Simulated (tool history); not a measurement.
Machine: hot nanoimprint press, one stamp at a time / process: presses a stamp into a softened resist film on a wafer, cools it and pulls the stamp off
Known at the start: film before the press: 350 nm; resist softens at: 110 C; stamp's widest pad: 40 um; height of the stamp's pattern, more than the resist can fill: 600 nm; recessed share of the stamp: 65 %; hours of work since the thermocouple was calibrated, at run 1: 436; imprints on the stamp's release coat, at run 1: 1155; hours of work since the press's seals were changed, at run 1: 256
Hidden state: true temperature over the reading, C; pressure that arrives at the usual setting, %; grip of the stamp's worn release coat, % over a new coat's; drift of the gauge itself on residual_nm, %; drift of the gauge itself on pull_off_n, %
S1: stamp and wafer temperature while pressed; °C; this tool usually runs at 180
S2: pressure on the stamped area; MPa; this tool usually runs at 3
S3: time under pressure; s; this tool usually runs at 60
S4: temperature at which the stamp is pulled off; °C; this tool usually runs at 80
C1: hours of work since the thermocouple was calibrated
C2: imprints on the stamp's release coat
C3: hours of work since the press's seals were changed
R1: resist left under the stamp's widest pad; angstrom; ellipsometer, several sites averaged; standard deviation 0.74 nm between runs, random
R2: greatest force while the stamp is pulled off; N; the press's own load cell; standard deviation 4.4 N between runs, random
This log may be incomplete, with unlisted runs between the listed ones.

Run 1, hour 0: usual settings; C1 436; C2 1155; C3 256. Result: R1 1723 angstrom, R2 301 N.
Run 2, hour 7.2: usual settings; C1 441; C2 1169; C3 260. Result: R1 1725 angstrom, R2 315 N.
Run 3, hour 17.5: usual settings; C1 447; C2 1190; C3 266. Result: R1 1716 angstrom, R2 316 N.
Run 4, hour 24.8: usual settings; C1 451; C2 1204; C3 271. Result: R1 1727 angstrom, R2 316 N.
Run 5, hour 32: usual settings; C1 456; C2 1219; C3 275. Result: R1 1714 angstrom, R2 307 N.
Run 6, hour 47: usual settings; C1 465; C2 1249; C3 285. Result: R1 1714 angstrom, R2 320 N.
Run 7, hour 58.5: usual settings but S3 56 s; C1 472; C2 1271; C3 292. Result: R1 1762 angstrom, R2 311 N.
At hour 68.7: plate thermocouple calibrated.
Run 8, hour 72.1: usual settings but S3 56 s; C1 2; C2 1293; C3 298. Result: R1 1731 angstrom, R2 304 N.
Run 9, hour 81: usual settings but S3 56 s; C1 8; C2 1310; C3 304. Result: R1 1738 angstrom, R2 316 N.
Run 10, hour 97.5: usual settings but S1 191 °C, S2 2.09 MPa, S3 74 s, S4 74 °C; C1 18; C2 1343; C3 314. Result: R1 1039 angstrom, R2 364 N.
Run 11, hour 104.9: usual settings but S1 191 °C, S2 2.09 MPa, S3 74 s, S4 74 °C; C1 22; C2 1358; C3 318. Result: R1 1040 angstrom, R2 362 N.
Run 12, hour 119: usual settings but S1 191 °C, S2 2.09 MPa, S3 74 s, S4 74 °C; C1 31; C2 1386; C3 327. Result: R1 1037 angstrom, R2 366 N.
Run 13, hour 129: usual settings but S1 183 °C, S2 2.26 MPa, S3 33 s, S4 81 °C; C1 37; C2 1406; C3 333. Result: R1 2016 angstrom, R2 315 N.
Run 14, hour 140.7: usual settings but S1 183 °C, S2 2.26 MPa, S3 33 s, S4 81 °C; C1 44; C2 1429; C3 340. Result: R1 2015 angstrom, R2 307 N.
Run 15, hour 150.5: usual settings but S1 185 °C, S2 2.26 MPa, S3 33 s, S4 81 °C; C1 50; C2 1449; C3 346. Result: R1 1842 angstrom, R2 327 N.
Run 16, hour 166.1: usual settings but S1 185 °C, S2 2.26 MPa, S3 33 s, S4 81 °C; C1 60; C2 1480; C3 356. Result: R1 1849 angstrom, R2 317 N.
At hour 172.3: plate thermocouple calibrated, once more.
Run 17, hour 180.2: usual settings but S1 190 °C, S4 71 °C; C1 5; C2 1502; C3 363. Result: R1 1101 angstrom, R2 419 N.
Run 18, hour 196.9: usual settings but S1 190 °C, S4 71 °C; C1 15; C2 1535; C3 373. Result: R1 1088 angstrom, R2 412 N.

What differs in the tool's unlogged condition from the final listed run ahead of each entry between runs to the first listed run following it?
Logged between run 7 and run 8: plate thermocouple calibrated (hour 68.7)
  true temperature over the reading, C: 1.12 -> 1.52; pressure that arrives at the usual setting, %: 99.4 -> 99.36; grip of the stamp's worn release coat, % over a new coat's: 50.3 -> 51.3
  difference, measured minus the result without the unlogged condition, R1: -93 -> -126 angstrom; R2: +98 -> +96 N
Logged between run 16 and run 17: plate thermocouple calibrated, once more (hour 172.3)
  true temperature over the reading, C: 1.62 -> 0.14; pressure that arrives at the usual setting, %: 99.05 -> 99.01; grip of the stamp's worn release coat, % over a new coat's: 59.2 -> 60.2
  difference, measured minus the result without the unlogged condition, R1: -125 -> -2 angstrom; R2: +109 -> +156 N
